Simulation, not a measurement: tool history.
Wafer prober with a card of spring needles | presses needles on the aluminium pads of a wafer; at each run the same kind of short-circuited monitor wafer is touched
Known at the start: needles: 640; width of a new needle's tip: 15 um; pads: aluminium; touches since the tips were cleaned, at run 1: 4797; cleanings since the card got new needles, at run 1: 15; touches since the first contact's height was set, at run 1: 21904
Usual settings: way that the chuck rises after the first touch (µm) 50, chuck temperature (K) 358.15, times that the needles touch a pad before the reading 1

run   hour  way that the chuck rises after the first touch (µm)  chuck temperature (K)  times that the needles touch a pad before the reading  touches since the tips were cleaned  cleanings since the card got new needles  touches since the first contact's height was set  resistance of one needle with its contact and lead (mohm)  way that a needle slides on the pad (µm)
  1      0                                                   50                 358.15                                                      1                                 4797                                        15                                             21904                                                        291                                      9.33
       2.4  -- tips cleaned on abrasive film
      11.4  -- tips cleaned on abrasive film
  2   15.8                                                   50                 358.15                                                      1                                 3450                                        17                                             34161                                                        268                                      9.29
      19.9  -- tips cleaned on abrasive film
  3   27.6                                                   50                 358.15                                                      1                                 5986                                        18                                             43273                                                        306                                      9.24
      28.8  -- tips cleaned on abrasive film
      37.1  -- tips cleaned on abrasive film
  4   43.5                                                   42                 358.15                                                      1                                 5001                                        20                                             55599                                                        354                                      7.81
      45.6  -- tips cleaned on abrasive film
  5   52.7                                                   42                 358.15                                                      1                                 5560                                        21                                             62775                                                        362                                      7.76
      54.9  -- tips cleaned on abrasive film
      63.3  -- tips cleaned on abrasive film
  6   66.6                                                   42                 358.15                                                      1                                 2590                                        23                                             73470                                                        294                                      7.71
      71.6  -- tips cleaned on abrasive film
  7   73.3                                                   50                 358.15                                                      1                                 1338                                        24                                             78640                                                        233                                      9.19
        80  -- tips cleaned on abrasive film
  8   86.4                                                   50                 358.15                                                      2                                 5015                                        25                                             88832                                                        256                                      9.23
        89  -- tips cleaned on abrasive film
  9   92.9                                                   50                 397.15                                                      1                                 3127                                        26                                             93919                                                        273                                      9.19
      96.2  -- height of the first contact set anew
      98.1  -- tips cleaned on abrasive film
     106.4  -- tips cleaned on abrasive film
 10  108.2                                                   50                 397.15                                                      1                                 1382                                        28                                              9246                                                        231                                      9.29
     115.1  -- tips cleaned on abrasive film
 11  117.8                                                   50                 397.15                                                      1                                 2178                                        29                                             16749                                                        256                                       9.3
     124.5  -- tips cleaned on abrasive film
 12    125                                                   50                 397.15                                                      1                                  425                                        30                                             22275                                                        201                                      9.27
     133.5  -- tips cleaned on abrasive film
 13  134.9                                                   48                 358.15                                                      1                                 1135                                        31                                             29968                                                        222                                      8.88
     141.5  -- tips cleaned on abrasive film
     149.9  -- tips cleaned on abrasive film
 14  149.9                                                   48                 358.15                                                      1                                    0                                        33                                             41555                                                        191                                      8.92
 15  156.4                                                   67                 372.15                                                      1                                 5095                                        33                                             46650                                                        243                                     12.43
     158.8  -- tips cleaned on abrasive film
     166.9  -- tips cleaned on abrasive film
 16  171.1                                                   42                 323.15                                                      1                                 3287                                        35                                             58010                                                        320                                      7.73
     175.1  -- tips cleaned on abrasive film
 17  178.8                                                   31                 355.15                                                      1                                 2906                                        36                                             64003                                                        420                                      5.73
     184.3  -- tips cleaned on abrasive film
     192.6  -- tips cleaned on abrasive film
 18  192.6                                                   48                 334.15                                                      2                                    0                                        38                                             74653                                                        174                                      8.84
     201.9  -- tips cleaned on abrasive film
 19  207.4                                                   48                 334.15                                                      2                                 4338                                        39                                             86192                                                        255                                      8.82
     210.4  -- tips cleaned on abrasive film
 20  215.5                                                   50                 395.15                                                      1                                 3980                                        40                                             92457                                                        287                                      9.23
     218.6  -- tips cleaned on abrasive film
     220.3  -- height of the first contact set anew
 21  225.6                                                   50                 395.15                                                      1                                 5267                                        41                                              4109                                                        313                                      9.33
     227.7  -- tips cleaned on abrasive film
     235.8  -- tips cleaned on abrasive film
 22  235.8                                                   33                 299.15                                                      1                                    0                                        43                                             11959                                                        200                                      6.15
     244.4  -- tips cleaned on abrasive film
 23  251.1                                                   34                 358.15                                                      1                                 5178                                        44                                             23844                                                        452                                      6.31
     253.6  -- tips cleaned on abrasive film
 24  260.9                                                   34                 358.15                                                      1                                 5706                                        45                                             31465                                                        462                                      6.31
     262.1  -- tips cleaned on abrasive film
 25  268.3                                                   34                 358.15                                                      1                                 4834                                        46                                             37213                                                        451                                      6.29
     270.3  -- tips cleaned on abrasive film
 26  276.9                                                   50                 366.15                                                      1                                 5162                                        47                                             43852                                                        305                                      9.26
     279.3  -- tips cleaned on abrasive film
 27  286.3                                                   31                 358.15                                                      2                                 5544                                        48                                             51205                                                        390                                      5.74

Forecast each of these 4 alternatives for the next run:
     287.8  -- tips cleaned on abrasive film
     296.2  -- tips cleaned on abrasive film
  A   300                                                   31                 374.15                                                      2                                 2982                                        50                                             61790                                                          ?                                         ?
     287.8  -- tips cleaned on abrasive film
     296.2  -- tips cleaned on abrasive film
  B   300                                                   32                 358.15                                                      2                                 2982                                        50                                             61790                                                          ?                                         ?
     287.8  -- tips cleaned on abrasive film
     296.2  -- tips cleaned on abrasive film
  C   300                                                   69                 358.15                                                      1                                 2982                                        50                                             61790                                                          ?                                         ?
     287.8  -- tips cleaned on abrasive film
     296.2  -- tips cleaned on abrasive film
  D   300                                                   50                 304.15                                                      2                                 2982                                        50                                             61790                                                          ?                                         ?

run  resistance of one needle with its contact and lead (mohm)  way that a needle slides on the pad (µm)
  A                                                        338                                      5.72
  B                                                        331                                      5.86
  C                                                        226                                     12.81
  D                                                        228                                      9.24
Without the tool's hidden state the same runs would have given:
run  resistance of one needle with its contact and lead (mohm)  way that a needle slides on the pad (µm)
  A                                                        185                                       5.8
  B                                                        182                                      5.95
  C                                                        166                                     12.89
  D                                                        158                                      9.32

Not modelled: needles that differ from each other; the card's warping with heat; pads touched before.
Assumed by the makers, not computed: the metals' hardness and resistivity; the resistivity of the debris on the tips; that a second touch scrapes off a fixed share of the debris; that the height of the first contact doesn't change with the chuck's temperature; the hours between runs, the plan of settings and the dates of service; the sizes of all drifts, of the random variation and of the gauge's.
